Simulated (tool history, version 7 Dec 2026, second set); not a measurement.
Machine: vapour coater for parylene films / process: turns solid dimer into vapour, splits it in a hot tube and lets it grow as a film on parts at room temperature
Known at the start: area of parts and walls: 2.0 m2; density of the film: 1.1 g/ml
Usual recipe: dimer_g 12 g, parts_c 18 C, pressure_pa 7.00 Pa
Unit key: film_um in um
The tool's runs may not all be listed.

Run 1, day 0.000: usual settings. Result: film_um 3.80 um.
Run 2, day 1.583: usual settings. Result: film_um 3.83 um.
Run 3, day 2.325: usual settings. Result: film_um 3.83 um.
Run 4, day 3.858: usual settings but pressure_pa 6.57 Pa. Result: film_um 3.80 um.
Run 5, day 5.004: usual settings but pressure_pa 6.57 Pa. Result: film_um 3.75 um.
Run 6, day 6.446: usual settings. Result: film_um 3.68 um.
Run 7, day 8.167: usual settings. Result: film_um 3.60 um.
Run 8, day 9.829: usual settings. Result: film_um 3.55 um.
Run 9, day 11.162: usual settings but pressure_pa 11.32 Pa. Result: film_um 3.26 um.
Run 10, day 12.283: usual settings but dimer_g 6 g. Result: film_um 1.76 um.
At day 12.525: trap's valve overhauled.
Run 11, day 13.158: usual settings but pressure_pa 2.54 Pa. Result: film_um 4.07 um.
Run 12, day 14.204: usual settings but dimer_g 9 g. Result: film_um 2.56 um.
Run 13, day 15.033: usual settings but dimer_g 9 g, parts_c 25 C, pressure_pa 11.74 Pa. Result: film_um 1.64 um.
Run 14, day 16.446: usual settings but dimer_g 9 g, parts_c 26 C, pressure_pa 10.64 Pa. Result: film_um 1.61 um.
At day 17.138: trap's valve overhauled, once more.
Run 15, day 18.162: usual settings but dimer_g 13 g, parts_c 12 C, pressure_pa 10.64 Pa. Result: film_um 5.01 um.
Run 16, day 19.746: usual settings but dimer_g 13 g, parts_c 23 C, pressure_pa 4.16 Pa. Result: film_um 3.58 um.
Run 17, day 20.958: usual settings but dimer_g 11 g, parts_c 23 C, pressure_pa 6.59 Pa. Result: film_um 2.74 um.
Run 18, day 22.492: usual settings but dimer_g 8 g, parts_c 23 C, pressure_pa 6.59 Pa. Result: film_um 1.94 um.
Run 19, day 23.596: usual settings but dimer_g 11 g, parts_c 12 C. Result: film_um 4.35 um.
Run 20, day 25.033: usual settings but dimer_g 16 g, pressure_pa 8.17 Pa. Result: film_um 4.73 um.
Run 21, day 26.450: usual settings but dimer_g 16 g, pressure_pa 8.17 Pa. Result: film_um 4.69 um.
Run 22, day 28.079: usual settings but dimer_g 10 g, parts_c 16 C, pressure_pa 3.98 Pa. Result: film_um 3.58 um.
Run 23, day 29.592: usual settings but dimer_g 10 g, parts_c 16 C, pressure_pa 3.98 Pa. Result: film_um 3.58 um.

Forecast each of these 3 alternatives for the next run:
Run A, day 31.288: usual settings but dimer_g 10 g, parts_c 14 C, pressure_pa 10.82 Pa. Result: film_um ?.
Run B, day 31.288: usual settings but dimer_g 10 g, parts_c 21 C, pressure_pa 11.24 Pa. Result: film_um ?.
Run C, day 31.288: usual settings but dimer_g 20 g, parts_c 29 C, pressure_pa 5.98 Pa. Result: film_um ?.

run  film_um
  A     3.15
  B     2.33
  C     3.64
Without the tool's unlogged condition, the same runs would have read:
run  film_um
  A     3.51
  B     2.60
  C     4.05

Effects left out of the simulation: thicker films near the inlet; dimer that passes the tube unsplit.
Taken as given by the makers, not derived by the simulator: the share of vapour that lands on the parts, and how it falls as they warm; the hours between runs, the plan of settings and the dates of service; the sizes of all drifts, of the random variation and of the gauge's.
